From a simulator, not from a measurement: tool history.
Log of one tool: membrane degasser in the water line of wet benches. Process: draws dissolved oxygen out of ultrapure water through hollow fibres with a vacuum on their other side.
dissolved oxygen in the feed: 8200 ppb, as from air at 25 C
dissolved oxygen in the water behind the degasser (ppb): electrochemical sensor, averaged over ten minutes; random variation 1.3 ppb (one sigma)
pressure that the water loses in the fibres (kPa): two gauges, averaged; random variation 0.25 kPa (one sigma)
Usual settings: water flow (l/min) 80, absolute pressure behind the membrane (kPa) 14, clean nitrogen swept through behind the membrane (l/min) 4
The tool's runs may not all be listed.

| run | hour | water flow (l/min) | absolute pressure behind the membrane (kPa) | clean nitrogen swept through behind the membrane (l/min) | dissolved oxygen in the water behind the degasser (ppb) | pressure that the water loses in the fibres (kPa) |
|---|---|---|---|---|---|---|
| 1 | 0 | 80 | 14 | 4 | 471.8 | 65.96 |
| 2 | 53.1 | 80 | 14 | 4 | 472.9 | 65.65 |
| 3 | 99.3 | 80 | 14 | 4 | 472.5 | 66.32 |
| 4 | 163.3 | 80 | 14 | 4 | 472.8 | 65.71 |
| 5 | 213.3 | 80 | 14 | 4 | 469.7 | 65.77 |
| 6 | 260.7 | 80 | 14 | 4 | 470.4 | 65.99 |
| 7 | 319.6 | 80 | 14 | 4 | 469 | 65.32 |
| 8 | 367.3 | 80 | 14 | 4 | 472.1 | 65.61 |
| 9 | 412.4 | 80 | 14 | 4 | 470.6 | 65.71 |
| 10 | 470.7 | 80 | 14 | 4 | 471 | 65.4 |
| 11 | 558.5 | 80 | 8.8 | 4 | 258.9 | 65.36 |
| 12 | 600.1 | 80 | 8.8 | 4 | 258.4 | 65.24 |
|  | 626 | vacuum gauge calibrated |
| 13 | 689.4 | 80 | 8.8 | 4 | 257 | 65.21 |
| 14 | 767.3 | 52 | 8.8 | 4 | 167.5 | 41.91 |
| 15 | 832.4 | 80 | 14 | 4 | 473.3 | 65.04 |
| 16 | 876.7 | 88 | 14 | 4 | 517.4 | 72.34 |
| 17 | 956.8 | 70 | 25.3 | 5.03 | 663.6 | 56.68 |
| 18 | 1012 | 73 | 14.4 | 4 | 448.2 | 59.43 |
| 19 | 1091.7 | 61 | 25 | 7.34 | 414.8 | 49.44 |
| 20 | 1167.9 | 61 | 25 | 3.81 | 736.8 | 49.64 |
| 21 | 1234.3 | 61 | 25 | 3.81 | 737.8 | 49.55 |
| 22 | 1304.6 | 80 | 25.4 | 5.22 | 730.3 | 65.29 |
| 23 | 1376.4 | 60 | 14 | 10.17 | 154.8 | 48.62 |
| 24 | 1436.2 | 112 | 14 | 1.67 | 1199.8 | 90.76 |
| 25 | 1488.6 | 104 | 12.1 | 7 | 339.5 | 84.25 |
| 26 | 1561.4 | 104 | 12.1 | 7 | 339.1 | 83.7 |
| 27 | 1615 | 87 | 27.8 | 7.15 | 664.5 | 70.34 |
| 28 | 1663.5 | 53 | 24.9 | 4 | 619.2 | 43 |
| 29 | 1752.2 | 83 | 15.7 | 8.46 | 296.8 | 66.58 |
| 30 | 1805.9 | 83 | 15.7 | 8.46 | 298.1 | 66.85 |
| 31 | 1856.2 | 83 | 15.7 | 8.46 | 298.6 | 66.93 |
| 32 | 1898.5 | 85 | 34.8 | 4 | 1304.3 | 68.27 |

3 ways to go on from here, each from the tool as it stands after run 32. What would each give?
| A | 1942 | 85 | 15.4 | 4 | ? | ? |
| B | 1942 | 98 | 33.5 | 1.94 | ? | ? |
| C | 1942 | 80 | 14 | 10.81 | ? | ? |

| run | dissolved oxygen in the water behind the degasser (ppb) | pressure that the water loses in the fibres (kPa) |
|---|---|---|
| A | 560.5 | 68.46 |
| B | 2287.7 | 78.89 |
| C | 201.8 | 64.25 |
Without the tool's hidden state the same runs would have given:
| run | dissolved oxygen in the water behind the degasser (ppb) | pressure that the water loses in the fibres (kPa) |
|---|---|---|
| A | 560.4 | 70.12 |
| B | 2287.6 | 80.8 |
| C | 201.7 | 65.8 |
